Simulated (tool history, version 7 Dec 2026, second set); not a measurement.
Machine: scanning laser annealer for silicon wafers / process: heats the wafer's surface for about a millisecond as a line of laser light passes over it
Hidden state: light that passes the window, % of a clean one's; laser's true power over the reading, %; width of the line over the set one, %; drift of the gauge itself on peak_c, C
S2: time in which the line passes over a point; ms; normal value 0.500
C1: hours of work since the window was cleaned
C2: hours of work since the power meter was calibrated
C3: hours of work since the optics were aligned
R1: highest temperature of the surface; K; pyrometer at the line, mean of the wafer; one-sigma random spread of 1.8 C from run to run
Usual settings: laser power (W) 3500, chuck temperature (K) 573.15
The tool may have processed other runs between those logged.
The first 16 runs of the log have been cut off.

{"run": 17, "hour": 392.4, "laser power (W)": 3500, "S2": 0.369, "chuck temperature (K)": 573.15, "C1": 378, "C2": 444, "C3": 608, "R1": 1212.15}
{"run": 18, "hour": 428.7, "laser power (W)": 3500, "S2": 0.369, "chuck temperature (K)": 573.15, "C1": 394, "C2": 460, "C3": 624, "R1": 1208.15}
{"run": 19, "hour": 448.8, "laser power (W)": 3130, "S2": 0.369, "chuck temperature (K)": 573.15, "C1": 403, "C2": 469, "C3": 633, "R1": 1126.15}
{"run": 20, "hour": 474.4, "laser power (W)": 3699, "S2": 0.589, "chuck temperature (K)": 612.15, "C1": 414, "C2": 480, "C3": 644, "R1": 1445.15}
{"run": 21, "hour": 493.7, "laser power (W)": 3699, "S2": 0.589, "chuck temperature (K)": 612.15, "C1": 423, "C2": 489, "C3": 652, "R1": 1439.15}
{"run": 22, "hour": 530.0, "laser power (W)": 3699, "S2": 0.589, "chuck temperature (K)": 533.15, "C1": 439, "C2": 505, "C3": 668, "R1": 1360.15}
{"run": 23, "hour": 552.1, "laser power (W)": 3699, "S2": 0.589, "chuck temperature (K)": 533.15, "C1": 448, "C2": 515, "C3": 678, "R1": 1358.15}
{"hour": 557.0, "done": "window over the wafer cleaned"}
{"run": 24, "hour": 589.4, "laser power (W)": 2990, "S2": 0.481, "chuck temperature (K)": 573.15, "C1": 14, "C2": 530, "C3": 694, "R1": 1132.15}
{"run": 25, "hour": 607.4, "laser power (W)": 3553, "S2": 0.43, "chuck temperature (K)": 583.15, "C1": 22, "C2": 538, "C3": 702, "R1": 1242.15}
{"hour": 614.0, "done": "window over the wafer cleaned, once more"}
{"run": 26, "hour": 626.5, "laser power (W)": 3829, "S2": 0.609, "chuck temperature (K)": 590.15, "C1": 6, "C2": 546, "C3": 709, "R1": 1504.15}
{"run": 27, "hour": 655.0, "laser power (W)": 3829, "S2": 0.609, "chuck temperature (K)": 590.15, "C1": 18, "C2": 558, "C3": 722, "R1": 1505.15}
{"run": 28, "hour": 674.9, "laser power (W)": 3679, "S2": 0.5, "chuck temperature (K)": 573.15, "C1": 27, "C2": 567, "C3": 731, "R1": 1372.15}
{"hour": 683.0, "done": "optics aligned, line set to its width"}
{"run": 29, "hour": 696.3, "laser power (W)": 3717, "S2": 0.5, "chuck temperature (K)": 573.15, "C1": 34, "C2": 574, "C3": 6, "R1": 1391.15}
{"run": 30, "hour": 720.6, "laser power (W)": 3500, "S2": 0.402, "chuck temperature (K)": 558.15, "C1": 45, "C2": 585, "C3": 17, "R1": 1248.15}
{"run": 31, "hour": 738.8, "laser power (W)": 3500, "S2": 0.402, "chuck temperature (K)": 558.15, "C1": 53, "C2": 593, "C3": 25, "R1": 1248.15}
{"run": 32, "hour": 756.1, "laser power (W)": 3500, "S2": 0.402, "chuck temperature (K)": 558.15, "C1": 60, "C2": 601, "C3": 32, "R1": 1250.15}
{"run": 33, "hour": 781.2, "laser power (W)": 3244, "S2": 0.552, "chuck temperature (K)": 573.15, "C1": 72, "C2": 612, "C3": 43, "R1": 1289.15}
{"run": 34, "hour": 815.7, "laser power (W)": 3244, "S2": 0.552, "chuck temperature (K)": 573.15, "C1": 87, "C2": 627, "C3": 59, "R1": 1284.15}
{"run": 35, "hour": 831.6, "laser power (W)": 3244, "S2": 0.552, "chuck temperature (K)": 573.15, "C1": 94, "C2": 634, "C3": 66, "R1": 1288.15}
{"run": 36, "hour": 863.0, "laser power (W)": 3244, "S2": 0.552, "chuck temperature (K)": 573.15, "C1": 108, "C2": 648, "C3": 79, "R1": 1290.15}
{"run": 37, "hour": 898.5, "laser power (W)": 3771, "S2": 0.375, "chuck temperature (K)": 605.15, "C1": 123, "C2": 663, "C3": 95, "R1": 1339.15}
{"run": 38, "hour": 915.7, "laser power (W)": 3204, "S2": 0.614, "chuck temperature (K)": 539.15, "C1": 131, "C2": 671, "C3": 103, "R1": 1272.15}

Below are 3 alternative next runs, each starting from the tool's condition after run 38. Predict each:
{"run": "A", "hour": 944.0, "laser power (W)": 3500, "S2": 0.386, "chuck temperature (K)": 599.15, "C1": 143, "C2": 683, "C3": 115, "R1": "?"}
{"run": "B", "hour": 944.0, "laser power (W)": 3500, "S2": 0.5, "chuck temperature (K)": 575.15, "C1": 143, "C2": 683, "C3": 115, "R1": "?"}
{"run": "C", "hour": 944.0, "laser power (W)": 3500, "S2": 0.574, "chuck temperature (K)": 573.15, "C1": 143, "C2": 683, "C3": 115, "R1": "?"}

run=A R1=1271.15
run=B R1=1326.15
run=C R1=1368.15
Take away the tool's hidden state, keep each run's random variation, and the runs would have read:
run=A R1=1282.15
run=B R1=1337.15
run=C R1=1381.15
